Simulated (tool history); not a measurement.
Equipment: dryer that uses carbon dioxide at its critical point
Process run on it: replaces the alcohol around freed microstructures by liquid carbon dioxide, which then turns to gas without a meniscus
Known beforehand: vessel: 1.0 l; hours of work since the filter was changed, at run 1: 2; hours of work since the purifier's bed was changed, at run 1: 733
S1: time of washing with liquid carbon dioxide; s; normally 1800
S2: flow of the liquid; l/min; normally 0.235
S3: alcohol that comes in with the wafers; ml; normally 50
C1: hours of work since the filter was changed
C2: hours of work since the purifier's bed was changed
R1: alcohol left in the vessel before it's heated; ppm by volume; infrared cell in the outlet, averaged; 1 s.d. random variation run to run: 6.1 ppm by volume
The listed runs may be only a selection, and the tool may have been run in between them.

run,hour,S1,S2,S3,C1,C2,R1
1,0,1800,0.235,50,2,733,456
2,55.3,1800,0.235,50,35,766,485
3,83.8,1800,0.235,50,51,782,486
4,115.5,1800,0.235,77,70,801,640
5,145.6,1800,0.235,77,87,818,646
# hour 153.4: purifier's bed changed
6,189,1800,0.235,77,111,21,387
7,234,1800,0.235,77,137,47,399
8,267.5,1800,0.235,77,156,66,409
9,295.7,1800,0.235,36,173,83,219
10,351,1800,0.143,50,205,115,1973
11,382.4,1800,0.235,81,223,133,455
12,437.3,1800,0.235,81,255,165,481
13,500.1,1800,0.18,50,291,202,951
14,554.1,1800,0.26,50,323,233,225
15,601,1800,0.251,50,350,260,293
16,654.3,1260,0.36,62,381,291,352
17,721.5,1260,0.371,62,420,330,341
18,773.8,1260,0.371,62,451,361,350
19,809.9,1260,0.371,22,471,382,203
# hour 829.6: inlet filter changed
20,841.7,2640,0.255,25,7,400,133
21,869.3,1320,0.263,50,23,416,758
22,929,1320,0.263,50,58,450,739
23,966.2,1200,0.235,40,79,472,1288
24,999.6,1740,0.204,50,99,491,720
25,1044.1,1740,0.204,50,125,517,731
26,1077.8,1620,0.149,47,144,537,2414
27,1107.4,1620,0.149,47,161,554,2430
28,1142.5,2580,0.175,29,182,574,297
29,1192.9,1740,0.24,50,211,604,470

Forecast each of these 3 alternatives for the next run:
A,1221,1200,0.38,50,228,620,?
B,1221,1380,0.24,50,228,620,?
C,1221,1740,0.288,50,228,620,?

run,R1
A,393
B,958
C,299
Without the tool's unlogged condition, the same runs would have read:
run,R1
A,163
B,689
C,87

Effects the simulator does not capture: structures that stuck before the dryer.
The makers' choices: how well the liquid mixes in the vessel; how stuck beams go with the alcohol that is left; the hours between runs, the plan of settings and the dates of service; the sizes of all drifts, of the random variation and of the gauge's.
